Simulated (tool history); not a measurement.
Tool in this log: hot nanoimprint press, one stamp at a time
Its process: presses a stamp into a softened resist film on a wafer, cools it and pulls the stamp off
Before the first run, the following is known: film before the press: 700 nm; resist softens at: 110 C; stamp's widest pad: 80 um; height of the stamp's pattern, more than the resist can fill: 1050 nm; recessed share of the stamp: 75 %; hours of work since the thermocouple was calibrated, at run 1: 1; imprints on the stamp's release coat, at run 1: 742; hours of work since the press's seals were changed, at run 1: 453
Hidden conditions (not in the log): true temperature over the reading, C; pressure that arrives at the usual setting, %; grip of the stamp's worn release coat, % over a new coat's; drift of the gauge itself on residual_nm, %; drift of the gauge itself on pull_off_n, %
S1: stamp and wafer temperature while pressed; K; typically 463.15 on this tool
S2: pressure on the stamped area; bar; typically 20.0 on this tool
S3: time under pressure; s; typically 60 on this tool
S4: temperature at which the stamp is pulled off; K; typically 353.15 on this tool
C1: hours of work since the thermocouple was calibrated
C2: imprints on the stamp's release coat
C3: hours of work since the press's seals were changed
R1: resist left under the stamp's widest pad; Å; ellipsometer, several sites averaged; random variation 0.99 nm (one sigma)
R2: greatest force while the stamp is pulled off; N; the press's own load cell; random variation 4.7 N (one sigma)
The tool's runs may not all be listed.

| run | day | S1 | S2 | S3 | S4 | C1 | C2 | C3 | R1 | R2 |
|---|---|---|---|---|---|---|---|---|---|---|
| 1 | 0.000 | 463.15 | 20.0 | 60 | 353.15 | 1 | 742 | 453 | 3308 | 229 |
| 2 | 3.250 | 463.15 | 20.0 | 60 | 353.15 | 35 | 1004 | 487 | 3316 | 238 |
| 3 | 4.750 | 463.15 | 20.0 | 60 | 353.15 | 50 | 1125 | 502 | 3301 | 238 |
| 4 | 6.962 | 474.15 | 20.0 | 60 | 353.15 | 73 | 1303 | 525 | 2408 | 233 |
| 5 | 9.467 | 474.15 | 20.0 | 60 | 353.15 | 99 | 1505 | 551 | 2408 | 233 |
|  | 12.021 | stamp cleaned and given a new release coat |
| 6 | 12.854 | 474.15 | 20.0 | 60 | 353.15 | 131 | 67 | 583 | 2422 | 233 |
| 7 | 15.492 | 474.15 | 20.0 | 60 | 353.15 | 158 | 280 | 610 | 2407 | 229 |
|  | 16.396 | press's hydraulic seals changed and the load cell set to zero |
| 8 | 18.629 | 463.15 | 20.0 | 60 | 346.15 | 187 | 506 | 23 | 3281 | 272 |
| 9 | 20.879 | 463.15 | 20.0 | 60 | 346.15 | 210 | 687 | 46 | 3268 | 267 |
| 10 | 23.729 | 469.15 | 20.0 | 60 | 353.15 | 239 | 917 | 75 | 2743 | 237 |
| 11 | 25.229 | 463.15 | 27.1 | 59 | 355.15 | 255 | 1038 | 91 | 2843 | 224 |
| 12 | 26.875 | 463.15 | 27.1 | 59 | 355.15 | 272 | 1171 | 108 | 2853 | 221 |
| 13 | 28.925 | 463.15 | 27.1 | 59 | 355.15 | 293 | 1336 | 129 | 2855 | 222 |
| 14 | 31.138 | 463.15 | 20.4 | 107 | 353.15 | 316 | 1514 | 152 | 2572 | 232 |
| 15 | 32.971 | 463.15 | 20.0 | 42 | 353.15 | 335 | 1662 | 171 | 3685 | 236 |
|  | 33.683 | stamp cleaned and given a new release coat |
| 16 | 36.229 | 462.15 | 20.0 | 60 | 353.15 | 366 | 206 | 202 | 3331 | 232 |
| 17 | 38.600 | 462.15 | 20.0 | 60 | 353.15 | 390 | 397 | 226 | 3330 | 232 |
|  | 40.762 | plate thermocouple calibrated |
| 18 | 41.738 | 452.15 | 20.0 | 60 | 353.15 | 10 | 640 | 257 | 4324 | 227 |

Here are 5 independent what-if runs from the current tool condition. What would each one return?
| A | 44.883 | 463.15 | 20.0 | 38 | 353.15 | 42 | 893 | 289 | ? | ? |
| B | 44.883 | 452.15 | 17.8 | 38 | 353.15 | 42 | 893 | 289 | ? | ? |
| C | 44.883 | 461.15 | 12.8 | 60 | 344.15 | 42 | 893 | 289 | ? | ? |
| D | 44.883 | 451.15 | 20.0 | 60 | 353.15 | 42 | 893 | 289 | ? | ? |
| E | 44.883 | 452.15 | 20.0 | 60 | 354.15 | 42 | 893 | 289 | ? | ? |

| run | R1 | R2 |
|---|---|---|
| A | 3769 | 235 |
| B | 5076 | 231 |
| C | 4069 | 283 |
| D | 4439 | 231 |
| E | 4360 | 223 |
Take away the tool's hidden state, keep each run's random variation, and the runs would have read:
| run | R1 | R2 |
|---|---|---|
| A | 3867 | 234 |
| B | 5208 | 230 |
| C | 4175 | 282 |
| D | 4554 | 231 |
| E | 4473 | 222 |

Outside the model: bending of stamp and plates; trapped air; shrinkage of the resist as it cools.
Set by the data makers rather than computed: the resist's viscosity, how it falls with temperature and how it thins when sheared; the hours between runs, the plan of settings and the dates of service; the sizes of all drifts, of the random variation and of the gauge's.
